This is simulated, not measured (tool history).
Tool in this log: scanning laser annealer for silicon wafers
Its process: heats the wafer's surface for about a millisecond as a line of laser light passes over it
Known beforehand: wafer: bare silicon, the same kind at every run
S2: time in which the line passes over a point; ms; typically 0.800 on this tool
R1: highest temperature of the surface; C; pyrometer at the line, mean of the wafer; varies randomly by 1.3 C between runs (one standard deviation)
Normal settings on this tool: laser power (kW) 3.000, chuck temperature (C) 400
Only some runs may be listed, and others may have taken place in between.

Run 1, hour 0.0: usual settings. Result: R1 1177 C.
Run 2, hour 40.2: usual settings. Result: R1 1175 C.
Run 3, hour 87.8: usual settings. Result: R1 1175 C.
Run 4, hour 131.6: usual settings. Result: R1 1174 C.
Run 5, hour 183.4: usual settings. Result: R1 1173 C.
Run 6, hour 230.1: usual settings but chuck temperature (C) 363. Result: R1 1137 C.
Run 7, hour 282.8: usual settings but chuck temperature (C) 364. Result: R1 1137 C.
Run 8, hour 339.2: usual settings but S2 0.886 ms, chuck temperature (C) 407. Result: R1 1220 C.
Run 9, hour 388.5: usual settings but S2 0.886 ms, chuck temperature (C) 407. Result: R1 1220 C.
Run 10, hour 446.8: usual settings but laser power (kW) 2.967, S2 0.777 ms, chuck temperature (C) 407. Result: R1 1154 C.
Run 11, hour 508.2: usual settings but laser power (kW) 3.011, S2 0.715 ms, chuck temperature (C) 420. Result: R1 1150 C.
Run 12, hour 547.1: usual settings but laser power (kW) 2.756, S2 0.887 ms, chuck temperature (C) 420. Result: R1 1148 C.
Run 13, hour 580.0: usual settings but laser power (kW) 2.803, S2 0.835 ms, chuck temperature (C) 390. Result: R1 1110 C.
Run 14, hour 645.8: usual settings but laser power (kW) 3.080, S2 0.876 ms, chuck temperature (C) 429. Result: R1 1263 C.

Predict each of these 5 candidate next runs independently; none follows another, all start after run 14:
Run A, hour 701.7: usual settings but laser power (kW) 2.767, S2 0.732 ms, chuck temperature (C) 429. Result: R1 ?.
Run B, hour 701.7: usual settings but S2 0.801 ms. Result: R1 ?.
Run C, hour 701.7: usual settings but S2 0.783 ms. Result: R1 ?.
Run D, hour 701.7: usual settings but laser power (kW) 2.826, S2 0.852 ms, chuck temperature (C) 438. Result: R1 ?.
Run E, hour 701.7: usual settings but laser power (kW) 3.276, S2 0.734 ms, chuck temperature (C) 402. Result: R1 ?.

run    R1
  A  1087
  B  1167
  C  1158
  D  1172
  E  1226
Without the tool's unlogged condition, the same runs would have read:
run    R1
  A  1102
  B  1184
  C  1174
  D  1188
  E  1244
